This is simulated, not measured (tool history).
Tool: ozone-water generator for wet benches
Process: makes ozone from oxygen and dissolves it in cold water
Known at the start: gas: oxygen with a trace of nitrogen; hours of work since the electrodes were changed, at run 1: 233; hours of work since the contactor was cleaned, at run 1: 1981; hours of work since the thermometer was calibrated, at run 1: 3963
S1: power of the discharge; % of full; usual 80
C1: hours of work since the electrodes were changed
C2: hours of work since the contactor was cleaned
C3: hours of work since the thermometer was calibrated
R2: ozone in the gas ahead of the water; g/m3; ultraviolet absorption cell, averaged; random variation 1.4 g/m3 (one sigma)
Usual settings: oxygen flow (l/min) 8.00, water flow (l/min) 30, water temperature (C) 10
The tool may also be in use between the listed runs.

run 1 hour=0.0 | S1=80 oxygen_flow_(l/min)=8.00 water_flow_(l/min)=30 water_temperature_(C)=10 | C1=233 C2=1981 C3=3963 | dissolved_ozone_(ppm)=31.3 R2=262.3
run 2 hour=60.1 | S1=80 oxygen_flow_(l/min)=8.00 water_flow_(l/min)=30 water_temperature_(C)=10 | C1=275 C2=2022 C3=4005 | dissolved_ozone_(ppm)=31.3 R2=264.5
run 3 hour=160.1 | S1=80 oxygen_flow_(l/min)=8.00 water_flow_(l/min)=30 water_temperature_(C)=10 | C1=344 C2=2092 C3=4074 | dissolved_ozone_(ppm)=31.5 R2=261.7
run 4 hour=252.0 | S1=80 oxygen_flow_(l/min)=8.00 water_flow_(l/min)=30 water_temperature_(C)=10 | C1=408 C2=2155 C3=4138 | dissolved_ozone_(ppm)=31.6 R2=259.9
run 5 hour=311.9 | S1=80 oxygen_flow_(l/min)=8.00 water_flow_(l/min)=30 water_temperature_(C)=10 | C1=449 C2=2197 C3=4179 | dissolved_ozone_(ppm)=31.4 R2=265.1
run 6 hour=439.0 | S1=80 oxygen_flow_(l/min)=8.00 water_flow_(l/min)=30 water_temperature_(C)=10 | C1=537 C2=2285 C3=4267 | dissolved_ozone_(ppm)=31.4 R2=264.5
run 7 hour=517.7 | S1=80 oxygen_flow_(l/min)=8.00 water_flow_(l/min)=30 water_temperature_(C)=10 | C1=592 C2=2340 C3=4322 | dissolved_ozone_(ppm)=31.6 R2=263.5
run 8 hour=622.0 | S1=80 oxygen_flow_(l/min)=11.38 water_flow_(l/min)=30 water_temperature_(C)=10 | C1=664 C2=2412 C3=4394 | dissolved_ozone_(ppm)=33.0 R2=226.9
run 9 hour=733.5 | S1=80 oxygen_flow_(l/min)=9.78 water_flow_(l/min)=30 water_temperature_(C)=10 | C1=742 C2=2489 C3=4471 | dissolved_ozone_(ppm)=32.2 R2=241.7
run 10 hour=862.5 | S1=80 oxygen_flow_(l/min)=12.54 water_flow_(l/min)=30 water_temperature_(C)=10 | C1=831 C2=2579 C3=4561 | dissolved_ozone_(ppm)=33.2 R2=219.7
run 11 hour=962.2 | S1=80 oxygen_flow_(l/min)=12.54 water_flow_(l/min)=30 water_temperature_(C)=10 | C1=900 C2=2648 C3=4630 | dissolved_ozone_(ppm)=33.2 R2=220.0
run 12 hour=1039.1 | S1=80 oxygen_flow_(l/min)=12.54 water_flow_(l/min)=30 water_temperature_(C)=10 | C1=953 C2=2701 C3=4683 | dissolved_ozone_(ppm)=33.2 R2=218.9
-- hour=1129.2 water thermometer calibrated
run 13 hour=1178.0 | S1=80 oxygen_flow_(l/min)=8.00 water_flow_(l/min)=33 water_temperature_(C)=10 | C1=1049 C2=2797 C3=34 | dissolved_ozone_(ppm)=29.0 R2=264.4
run 14 hour=1262.8 | S1=80 oxygen_flow_(l/min)=8.00 water_flow_(l/min)=33 water_temperature_(C)=10 | C1=1108 C2=2856 C3=93 | dissolved_ozone_(ppm)=29.2 R2=265.9
run 15 hour=1373.0 | S1=80 oxygen_flow_(l/min)=8.00 water_flow_(l/min)=30 water_temperature_(C)=10 | C1=1185 C2=2932 C3=169 | dissolved_ozone_(ppm)=31.6 R2=265.9
run 16 hour=1457.8 | S1=80 oxygen_flow_(l/min)=8.00 water_flow_(l/min)=30 water_temperature_(C)=10 | C1=1243 C2=2991 C3=228 | dissolved_ozone_(ppm)=31.2 R2=264.2
run 17 hour=1549.4 | S1=80 oxygen_flow_(l/min)=8.00 water_flow_(l/min)=30 water_temperature_(C)=10 | C1=1307 C2=3055 C3=291 | dissolved_ozone_(ppm)=31.2 R2=264.1
run 18 hour=1646.4 | S1=47 oxygen_flow_(l/min)=8.00 water_flow_(l/min)=30 water_temperature_(C)=10 | C1=1374 C2=3122 C3=359 | dissolved_ozone_(ppm)=22.5 R2=191.9
run 19 hour=1784.6 | S1=47 oxygen_flow_(l/min)=8.00 water_flow_(l/min)=30 water_temperature_(C)=10 | C1=1470 C2=3218 C3=454 | dissolved_ozone_(ppm)=22.4 R2=190.5
run 20 hour=1875.1 | S1=47 oxygen_flow_(l/min)=8.00 water_flow_(l/min)=30 water_temperature_(C)=10 | C1=1533 C2=3280 C3=517 | dissolved_ozone_(ppm)=22.4 R2=190.8
run 21 hour=1967.0 | S1=47 oxygen_flow_(l/min)=8.00 water_flow_(l/min)=30 water_temperature_(C)=10 | C1=1596 C2=3344 C3=581 | dissolved_ozone_(ppm)=22.4 R2=190.8
run 22 hour=2072.9 | S1=47 oxygen_flow_(l/min)=7.82 water_flow_(l/min)=27 water_temperature_(C)=10 | C1=1670 C2=3418 C3=654 | dissolved_ozone_(ppm)=24.0 R2=192.2
run 23 hour=2163.4 | S1=57 oxygen_flow_(l/min)=8.32 water_flow_(l/min)=29 water_temperature_(C)=18 | C1=1733 C2=3480 C3=717 | dissolved_ozone_(ppm)=23.6 R2=211.3
run 24 hour=2259.3 | S1=55 oxygen_flow_(l/min)=8.00 water_flow_(l/min)=30 water_temperature_(C)=10 | C1=1799 C2=3547 C3=784 | dissolved_ozone_(ppm)=25.0 R2=207.7
run 25 hour=2339.2 | S1=55 oxygen_flow_(l/min)=8.00 water_flow_(l/min)=30 water_temperature_(C)=10 | C1=1855 C2=3602 C3=839 | dissolved_ozone_(ppm)=24.9 R2=208.4
run 26 hour=2403.9 | S1=79 oxygen_flow_(l/min)=8.00 water_flow_(l/min)=30 water_temperature_(C)=9 | C1=1899 C2=3647 C3=884 | dissolved_ozone_(ppm)=31.7 R2=260.9
run 27 hour=2519.5 | S1=80 oxygen_flow_(l/min)=8.00 water_flow_(l/min)=22 water_temperature_(C)=10 | C1=1980 C2=3727 C3=964 | dissolved_ozone_(ppm)=39.6 R2=263.5
run 28 hour=2584.1 | S1=80 oxygen_flow_(l/min)=8.00 water_flow_(l/min)=22 water_temperature_(C)=10 | C1=2024 C2=3772 C3=1009 | dissolved_ozone_(ppm)=38.9 R2=262.9
run 29 hour=2641.6 | S1=63 oxygen_flow_(l/min)=4.78 water_flow_(l/min)=28 water_temperature_(C)=15 | C1=2064 C2=3812 C3=1049 | dissolved_ozone_(ppm)=23.9 R2=284.7
run 30 hour=2748.1 | S1=65 oxygen_flow_(l/min)=4.07 water_flow_(l/min)=44 water_temperature_(C)=15 | C1=2138 C2=3886 C3=1122 | dissolved_ozone_(ppm)=15.6 R2=307.5
run 31 hour=2871.9 | S1=65 oxygen_flow_(l/min)=4.07 water_flow_(l/min)=44 water_temperature_(C)=15 | C1=2224 C2=3972 C3=1208 | dissolved_ozone_(ppm)=15.4 R2=306.7
run 32 hour=2957.8 | S1=83 oxygen_flow_(l/min)=4.28 water_flow_(l/min)=36 water_temperature_(C)=12 | C1=2283 C2=4031 C3=1268 | dissolved_ozone_(ppm)=23.0 R2=346.5
run 33 hour=3079.5 | S1=41 oxygen_flow_(l/min)=10.13 water_flow_(l/min)=24 water_temperature_(C)=8 | C1=2368 C2=4116 C3=1352 | dissolved_ozone_(ppm)=26.0 R2=158.9

4 ways to go on from here, each from the tool as it stands after run 33. What would each give?
run A hour=3161.9 | S1=50 oxygen_flow_(l/min)=8.00 water_flow_(l/min)=42 water_temperature_(C)=16 | C1=2425 C2=4173 C3=1409 | dissolved_ozone_(ppm)=? R2=?
run B hour=3161.9 | S1=53 oxygen_flow_(l/min)=8.00 water_flow_(l/min)=19 water_temperature_(C)=10 | C1=2425 C2=4173 C3=1409 | dissolved_ozone_(ppm)=? R2=?
run C hour=3161.9 | S1=56 oxygen_flow_(l/min)=6.30 water_flow_(l/min)=24 water_temperature_(C)=11 | C1=2425 C2=4173 C3=1409 | dissolved_ozone_(ppm)=? R2=?
run D hour=3161.9 | S1=62 oxygen_flow_(l/min)=10.13 water_flow_(l/min)=44 water_temperature_(C)=17 | C1=2425 C2=4173 C3=1409 | dissolved_ozone_(ppm)=? R2=?

run=A dissolved_ozone_(ppm)=16.9 R2=197.1
run=B dissolved_ozone_(ppm)=33.5 R2=204.3
run=C dissolved_ozone_(ppm)=28.0 R2=232.0
run=D dissolved_ozone_(ppm)=19.1 R2=205.5
Without the tool's hidden state the same runs would have given:
run=A dissolved_ozone_(ppm)=16.9 R2=197.3
run=B dissolved_ozone_(ppm)=33.6 R2=204.5
run=C dissolved_ozone_(ppm)=28.0 R2=232.3
run=D dissolved_ozone_(ppm)=19.1 R2=205.7
